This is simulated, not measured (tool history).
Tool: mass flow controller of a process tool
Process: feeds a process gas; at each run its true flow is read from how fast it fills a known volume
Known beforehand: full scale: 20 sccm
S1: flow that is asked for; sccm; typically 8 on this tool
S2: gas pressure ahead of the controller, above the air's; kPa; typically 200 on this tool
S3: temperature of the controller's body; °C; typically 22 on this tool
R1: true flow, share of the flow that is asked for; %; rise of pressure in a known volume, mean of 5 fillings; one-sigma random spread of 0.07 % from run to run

run    hour  S1   S2  S3     R1
  1       0   8  200  22  99.33
  2   243.7   8  200  22  99.25
  3   384.8   8  200  22  99.24
  4   638.9   8  200  22  99.25
  5   896.6   8  200  22  99.08
  6  1057.1   8  200  22  99.06
  7    1203   8  200  22  99.07
  8  1363.1   8  200  22  99.11
  9  1596.2   8  200  22  99.23
 10  1723.4   8  200  22  99.06
 11  1894.6   8  200  22  99.06
 12  2041.5  13  200  22  99.23
 13  2159.9   8  200  22  99.08
 14  2367.1   8  200  22  98.84
 15  2543.4   8  200  22  99.02
 16  2709.6   8  200  22  98.94
 17  2863.5   8  200  22  98.92
 18    3010   3  200  28  99.08
 19  3147.2   3  200  28  99.06
 20    3328  18  262  27  99.54
 21  3484.8  18  262  27  99.63
 22  3731.4  18  262  27  99.28
 23  3923.3  18  262  27  99.39
 24  4154.6   4  262  38  99.48
 25  4321.3   4  262  38   99.6
 26  4597.9   3  255  22  98.52
 27  4781.8   8  148  23  98.93
 28  5001.6  11  200  26     99
 29    5212  11  200  26  98.98

How would selected steps in R1 from run to run divide? Give the signed amount a tool lacking its hidden state would still show from settings, what came in and random variation, and the signed amount left for the hidden state, including any gauge scatter that is not in both of the compared results.
The hidden state here: flow at rest that the sensor doesn't see, % of full scale; true flow over the shown one, %; drift of the gauge itself on true_pct, %.
Run 3 -> 4: no setting changed, nothing entered. R1 +0.01 %: hidden state -0.04, all else +0.05.
Run 19 -> 20: S1 3 -> 18, S2 200 -> 262, S3 28 -> 27. R1 +0.48 %: hidden state -0.01, all else +0.49.
Run 23 -> 24: S1 18 -> 4, S3 27 -> 38. R1 +0.09 %: hidden state -0.04, all else +0.13.
Run 25 -> 26: S1 4 -> 3, S2 262 -> 255, S3 38 -> 22. R1 -1.08 %: hidden state -0.04, all else -1.04.
